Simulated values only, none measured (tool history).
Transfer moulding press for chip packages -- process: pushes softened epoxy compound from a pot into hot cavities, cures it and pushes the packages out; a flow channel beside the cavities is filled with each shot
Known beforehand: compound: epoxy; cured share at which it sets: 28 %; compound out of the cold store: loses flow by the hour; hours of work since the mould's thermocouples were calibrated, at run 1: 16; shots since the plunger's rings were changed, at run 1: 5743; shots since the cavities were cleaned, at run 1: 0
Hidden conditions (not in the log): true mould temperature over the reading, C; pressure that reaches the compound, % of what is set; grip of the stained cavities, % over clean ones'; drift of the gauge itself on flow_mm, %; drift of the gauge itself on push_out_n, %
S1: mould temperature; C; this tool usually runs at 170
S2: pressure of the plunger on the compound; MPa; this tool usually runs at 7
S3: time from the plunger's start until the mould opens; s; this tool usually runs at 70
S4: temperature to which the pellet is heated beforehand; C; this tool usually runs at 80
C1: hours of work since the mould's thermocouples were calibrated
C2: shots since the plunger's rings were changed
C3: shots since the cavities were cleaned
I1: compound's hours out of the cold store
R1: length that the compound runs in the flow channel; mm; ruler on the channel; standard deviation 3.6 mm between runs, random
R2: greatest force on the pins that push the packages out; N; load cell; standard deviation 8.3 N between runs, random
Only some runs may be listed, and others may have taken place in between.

run,hour,S1,S2,S3,S4,C1,C2,C3,I1,R1,R2
1,0,170,7,70,80,16,5743,0,12.7,808,371
# hour 30.9: cavities cleaned with cleaning compound and waxed
# hour 48.1: plunger's sealing rings changed
2,50.5,170,7,70,80,51,43,301,25.8,828,544
# hour 65.8: cavities cleaned with cleaning compound and waxed
# hour 95.9: cavities cleaned with cleaning compound and waxed
3,100.8,170,7,70,80,86,872,86,30.6,807,414
# hour 128.2: cavities cleaned with cleaning compound and waxed
4,153.4,170,7,70,80,125,1770,442,47.4,726,562
# hour 158.8: cavities cleaned with cleaning compound and waxed
# hour 189: cavities cleaned with cleaning compound and waxed
5,194.9,170,7,70,80,153,2446,104,21.1,827,468
# hour 218.7: cavities cleaned with cleaning compound and waxed
# hour 248.3: cavities cleaned with cleaning compound and waxed
6,248.3,170,8.51,70,80,191,3330,0,33.4,840,362
# hour 277.7: cavities cleaned with cleaning compound and waxed
7,289.1,170,8.51,70,80,221,4021,200,14,914,509
# hour 308.4: cavities cleaned with cleaning compound and waxed
8,316.5,165,7,70,80,240,4474,141,26.9,783,640
# hour 341: cavities cleaned with cleaning compound and waxed
9,356.1,170,7,53,80,268,5143,264,46.8,687,937
# hour 372: cavities cleaned with cleaning compound and waxed
# hour 401.8: cavities cleaned with cleaning compound and waxed
10,404.8,174,7.42,90,86,303,5946,52,8.4,838,325
# hour 432.5: cavities cleaned with cleaning compound and waxed
# hour 440: plunger's sealing rings changed
11,441.6,174,7.42,90,86,327,28,115,13.5,896,381
# hour 465: cavities cleaned with cleaning compound and waxed
12,465,174,7.42,90,86,344,413,0,28.4,828,308
# hour 482.9: mould's thermocouples calibrated
# hour 499.3: cavities cleaned with cleaning compound and waxed
13,520.3,174,7.42,90,86,27,1322,369,40,776,480
# hour 529.6: cavities cleaned with cleaning compound and waxed
# hour 561.3: cavities cleaned with cleaning compound and waxed
14,573.3,163,8.55,67,73,64,2199,210,8.6,988,944
# hour 592.2: cavities cleaned with cleaning compound and waxed
15,611.7,163,8.55,67,73,92,2848,343,32.3,867,970
# hour 625: cavities cleaned with cleaning compound and waxed
# hour 656.3: cavities cleaned with cleaning compound and waxed
16,657.8,171,5.42,76,73,124,3605,28,47.4,622,339
# hour 688.5: cavities cleaned with cleaning compound and waxed
17,693.5,177,7,70,80,150,4204,88,47.5,684,357

Branching from run 17: 5 alternative next runs. What would each branch give?
# hour 719.5: cavities cleaned with cleaning compound and waxed
A,746.6,169,7.21,79,80,188,5109,475,26.6,?,?
# hour 719.5: cavities cleaned with cleaning compound and waxed
B,746.6,167,5.24,89,80,188,5109,475,22.8,?,?
# hour 719.5: cavities cleaned with cleaning compound and waxed
C,746.6,170,6.99,95,72,188,5109,475,40,?,?
# hour 719.5: cavities cleaned with cleaning compound and waxed
D,746.6,177,5.41,70,90,188,5109,475,47.5,?,?
# hour 719.5: cavities cleaned with cleaning compound and waxed
E,746.6,162,7,70,74,188,5109,475,33.8,?,?

run,R1,R2
A,781,526
B,679,499
C,712,487
D,594,498
E,744,987
Without the tool's hidden state the same runs would have given:
run,R1,R2
A,848,322
B,738,308
C,774,304
D,646,311
E,808,585

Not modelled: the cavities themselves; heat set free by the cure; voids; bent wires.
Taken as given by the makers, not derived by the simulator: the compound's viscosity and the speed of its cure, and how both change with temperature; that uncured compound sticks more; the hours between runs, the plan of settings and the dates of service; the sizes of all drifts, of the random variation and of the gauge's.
